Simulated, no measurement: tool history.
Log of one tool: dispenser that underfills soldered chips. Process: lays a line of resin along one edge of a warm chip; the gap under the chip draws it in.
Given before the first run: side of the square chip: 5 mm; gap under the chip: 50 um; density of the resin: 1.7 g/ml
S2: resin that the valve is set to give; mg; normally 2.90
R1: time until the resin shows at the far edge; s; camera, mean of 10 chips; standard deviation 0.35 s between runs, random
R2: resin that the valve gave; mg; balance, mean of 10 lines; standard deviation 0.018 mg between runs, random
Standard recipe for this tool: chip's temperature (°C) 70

run 1 hour=0.0 | chip's_temperature_(°C)=70 S2=2.90 | R1=20.6 R2=2.82
-- hour=8.8 new syringe of resin
run 2 hour=9.8 | chip's_temperature_(°C)=70 S2=2.90 | R1=21.1 R2=2.83
-- hour=18.8 new syringe of resin
run 3 hour=19.6 | chip's_temperature_(°C)=70 S2=2.57 | R1=21.6 R2=2.49
-- hour=28.0 new syringe of resin
run 4 hour=28.5 | chip's_temperature_(°C)=84 S2=2.57 | R1=11.0 R2=2.48
run 5 hour=34.8 | chip's_temperature_(°C)=57 S2=2.90 | R1=56.1 R2=2.77
-- hour=37.3 new syringe of resin
run 6 hour=40.6 | chip's_temperature_(°C)=57 S2=2.90 | R1=44.4 R2=2.78
-- hour=46.4 new syringe of resin
run 7 hour=51.9 | chip's_temperature_(°C)=71 S2=2.90 | R1=25.3 R2=2.78
-- hour=55.8 new syringe of resin
run 8 hour=57.0 | chip's_temperature_(°C)=71 S2=2.90 | R1=20.2 R2=2.76
run 9 hour=62.1 | chip's_temperature_(°C)=71 S2=2.90 | R1=26.2 R2=2.73
-- hour=65.2 new syringe of resin
run 10 hour=71.1 | chip's_temperature_(°C)=71 S2=2.60 | R1=27.5 R2=2.44
-- hour=74.4 new syringe of resin
run 11 hour=76.4 | chip's_temperature_(°C)=71 S2=2.60 | R1=21.4 R2=2.45
-- hour=83.9 new syringe of resin
run 12 hour=84.1 | chip's_temperature_(°C)=70 S2=2.90 | R1=19.8 R2=2.72
-- hour=93.2 new syringe of resin
run 13 hour=93.4 | chip's_temperature_(°C)=59 S2=2.90 | R1=35.4 R2=2.70
run 14 hour=100.7 | chip's_temperature_(°C)=59 S2=2.90 | R1=53.1 R2=2.69
-- hour=102.5 new syringe of resin
run 15 hour=105.6 | chip's_temperature_(°C)=59 S2=2.90 | R1=42.4 R2=2.64
-- hour=112.0 new syringe of resin
run 16 hour=113.0 | chip's_temperature_(°C)=59 S2=2.90 | R1=37.3 R2=2.66
-- hour=121.3 new syringe of resin
run 17 hour=124.0 | chip's_temperature_(°C)=59 S2=2.90 | R1=41.6 R2=2.65
-- hour=131.0 new syringe of resin
run 18 hour=133.3 | chip's_temperature_(°C)=59 S2=2.90 | R1=40.9 R2=2.63
-- hour=140.4 new syringe of resin
run 19 hour=141.0 | chip's_temperature_(°C)=58 S2=2.90 | R1=37.8 R2=2.62
-- hour=150.0 new syringe of resin
run 20 hour=150.7 | chip's_temperature_(°C)=70 S2=2.75 | R1=21.2 R2=2.46
-- hour=154.7 dispensing valve cleaned and set on the balance
-- hour=160.3 new syringe of resin
run 21 hour=160.5 | chip's_temperature_(°C)=60 S2=2.71 | R1=34.7 R2=2.67
-- hour=169.7 new syringe of resin
run 22 hour=170.5 | chip's_temperature_(°C)=70 S2=2.54 | R1=22.2 R2=2.50
-- hour=179.4 new syringe of resin
run 23 hour=179.5 | chip's_temperature_(°C)=83 S2=3.00 | R1=9.8 R2=2.95
-- hour=189.1 new syringe of resin
run 24 hour=190.7 | chip's_temperature_(°C)=83 S2=3.00 | R1=11.7 R2=2.90
run 25 hour=196.5 | chip's_temperature_(°C)=74 S2=3.02 | R1=23.9 R2=2.96
-- hour=198.5 new syringe of resin
run 26 hour=206.6 | chip's_temperature_(°C)=72 S2=2.93 | R1=27.9 R2=2.83
-- hour=208.2 new syringe of resin
run 27 hour=213.9 | chip's_temperature_(°C)=74 S2=3.27 | R1=21.9 R2=3.18
-- hour=217.8 new syringe of resin
run 28 hour=219.8 | chip's_temperature_(°C)=58 S2=2.84 | R1=41.1 R2=2.72
run 29 hour=224.6 | chip's_temperature_(°C)=58 S2=2.84 | R1=53.3 R2=2.75
-- hour=227.0 new syringe of resin
run 30 hour=235.5 | chip's_temperature_(°C)=72 S2=2.79 | R1=28.9 R2=2.66
-- hour=236.4 new syringe of resin
run 31 hour=242.9 | chip's_temperature_(°C)=55 S2=2.83 | R1=62.5 R2=2.69
-- hour=246.1 new syringe of resin
run 32 hour=253.0 | chip's_temperature_(°C)=65 S2=3.54 | R1=35.8 R2=3.37
-- hour=256.0 new syringe of resin
run 33 hour=264.0 | chip's_temperature_(°C)=69 S2=2.77 | R1=32.8 R2=2.61
-- hour=265.3 new syringe of resin
run 34 hour=273.3 | chip's_temperature_(°C)=73 S2=3.59 | R1=26.3 R2=3.39

Consider 4 possible next runs. They are alternatives, not a sequence: every one starts from the tool as it was left by run 34. What does each give?
-- hour=274.5 new syringe of resin
run A hour=282.6 | chip's_temperature_(°C)=63 S2=3.59 | R1=? R2=?
-- hour=274.5 new syringe of resin
run B hour=282.6 | chip's_temperature_(°C)=60 S2=3.77 | R1=? R2=?
-- hour=274.5 new syringe of resin
run C hour=282.6 | chip's_temperature_(°C)=85 S2=2.80 | R1=? R2=?
-- hour=274.5 new syringe of resin
run D hour=282.6 | chip's_temperature_(°C)=74 S2=3.19 | R1=? R2=?

run=A R1=42.6 R2=3.35
run=B R1=50.6 R2=3.52
run=C R1=15.7 R2=2.63
run=D R1=25.3 R2=2.98
Without the tool's unlogged condition, the same runs would have read:
run=A R1=25.9 R2=3.58
run=B R1=30.8 R2=3.76
run=C R1=9.4 R2=2.81
run=D R1=15.6 R2=3.19
